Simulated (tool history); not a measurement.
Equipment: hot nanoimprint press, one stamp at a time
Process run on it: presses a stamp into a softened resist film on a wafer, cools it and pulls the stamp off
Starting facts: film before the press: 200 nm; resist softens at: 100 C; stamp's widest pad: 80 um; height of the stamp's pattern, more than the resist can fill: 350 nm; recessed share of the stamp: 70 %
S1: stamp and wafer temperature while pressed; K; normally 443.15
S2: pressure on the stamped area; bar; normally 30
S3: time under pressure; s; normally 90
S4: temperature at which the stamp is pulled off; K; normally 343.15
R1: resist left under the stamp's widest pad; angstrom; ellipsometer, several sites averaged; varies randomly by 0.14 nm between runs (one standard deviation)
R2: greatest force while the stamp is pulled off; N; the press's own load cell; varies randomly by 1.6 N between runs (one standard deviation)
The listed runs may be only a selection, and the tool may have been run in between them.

| run | hour | S1 | S2 | S3 | S4 | R1 | R2 |
|---|---|---|---|---|---|---|---|
| 1 | 0 | 443.15 | 30 | 90 | 343.15 | 802 | 161 |
| 2 | 28.2 | 443.15 | 30 | 90 | 343.15 | 800 | 164 |
| 3 | 52.6 | 443.15 | 30 | 127 | 343.15 | 706 | 167 |
| 4 | 66.4 | 443.15 | 30 | 127 | 343.15 | 706 | 169 |
| 5 | 93.4 | 443.15 | 30 | 127 | 343.15 | 707 | 173 |
| 6 | 116.5 | 440.15 | 30 | 127 | 343.15 | 786 | 173 |
|  | 138.2 | stamp cleaned and given a new release coat |
| 7 | 143.2 | 440.15 | 30 | 127 | 343.15 | 785 | 155 |
| 8 | 160.6 | 440.15 | 30 | 127 | 343.15 | 787 | 157 |
| 9 | 176.4 | 454.15 | 30 | 90 | 343.15 | 549 | 154 |
| 10 | 198 | 454.15 | 36.2 | 90 | 343.15 | 494 | 159 |
| 11 | 227.1 | 454.15 | 36.2 | 90 | 343.15 | 491 | 165 |
| 12 | 250.6 | 454.15 | 36.2 | 90 | 343.15 | 492 | 165 |
|  | 263.5 | plate thermocouple calibrated |
| 13 | 266.3 | 443.15 | 30 | 90 | 340.15 | 781 | 173 |
| 14 | 294.9 | 443.15 | 30 | 90 | 340.15 | 781 | 177 |
| 15 | 314 | 443.15 | 30 | 90 | 340.15 | 779 | 180 |
| 16 | 334.6 | 443.15 | 27 | 115 | 340.15 | 758 | 181 |
|  | 351.4 | stamp cleaned and given a new release coat |
| 17 | 363 | 444.15 | 30 | 90 | 343.15 | 752 | 153 |
| 18 | 375.8 | 444.15 | 30 | 90 | 343.15 | 749 | 153 |

Run 19, settings as shown, results not yet in. Your forecast:
| 19 | 397.1 | 443.15 | 29.2 | 52 | 343.15 | ? | ? |

R1: 950 angstrom
R2: 156 N
Were there no unlogged condition in the tool, this run, its random variation unchanged, would have produced R1 989 angstrom, R2 156 N.

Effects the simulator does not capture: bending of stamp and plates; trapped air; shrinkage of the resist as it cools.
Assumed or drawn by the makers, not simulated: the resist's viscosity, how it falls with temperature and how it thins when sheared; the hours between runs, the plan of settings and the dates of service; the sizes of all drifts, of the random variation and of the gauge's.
